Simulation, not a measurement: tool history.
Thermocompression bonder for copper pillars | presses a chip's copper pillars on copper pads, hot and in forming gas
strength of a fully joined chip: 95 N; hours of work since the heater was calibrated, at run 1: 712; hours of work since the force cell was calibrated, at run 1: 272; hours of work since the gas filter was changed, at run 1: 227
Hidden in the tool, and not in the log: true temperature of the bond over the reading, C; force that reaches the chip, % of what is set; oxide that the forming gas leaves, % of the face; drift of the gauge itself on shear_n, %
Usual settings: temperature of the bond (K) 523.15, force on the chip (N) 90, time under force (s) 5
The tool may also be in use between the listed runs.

run	hour	temperature of the bond (K)	force on the chip (N)	time under force (s)	hours of work since the heater was calibrated	hours of work since the force cell was calibrated	hours of work since the gas filter was changed	force that shears a chip off (N)
1	0	523.15	90	5	712	272	227	64.2
2	8.7	523.15	100	5	718	278	232	66.6
3	23.6	523.15	100	5	728	288	242	67.3
4	34.6	523.15	100	5	735	295	250	66.9
5	42.8	523.15	100	3	741	301	255	58.2
# hour 47.7: forming gas filter changed
6	53.4	523.15	100	3	747	307	4	62.7
7	67.6	523.15	100	3	757	317	13	62.6
8	77.2	523.15	100	3	763	323	20	62.1
9	87.7	523.15	90	5	770	330	27	67.2
10	96.1	523.15	90	5	776	336	32	66.9
11	109.7	523.15	90	5	785	345	41	67.2
12	118.8	523.15	90	5	791	351	47	66.5
13	127.1	523.15	90	5	796	356	53	67.1
14	142.9	550.15	90	5	807	367	63	80.2
15	153.9	550.15	90	5	814	374	71	80.5
16	165.6	523.15	90	7	822	382	78	71.3
17	177	523.15	90	5	830	390	86	65.6
18	184.6	529.15	74	8	835	395	91	70.3
19	192.2	529.15	105	11	840	400	96	84.4
20	204	529.15	105	11	848	407	104	83.3
21	213.7	533.15	72	3	854	414	110	56.2
22	223.9	524.15	90	5	861	421	117	66.6
23	232.4	529.15	90	12	866	426	123	80.8
24	245.9	509.15	90	5	875	435	132	56.4

The next listed run, before its measurement:
25	256.1	509.15	90	5	882	442	139	?

force that shears a chip off (N): 56.6
Without the tool's hidden state the same run would have given force that shears a chip off (N) 54.2.
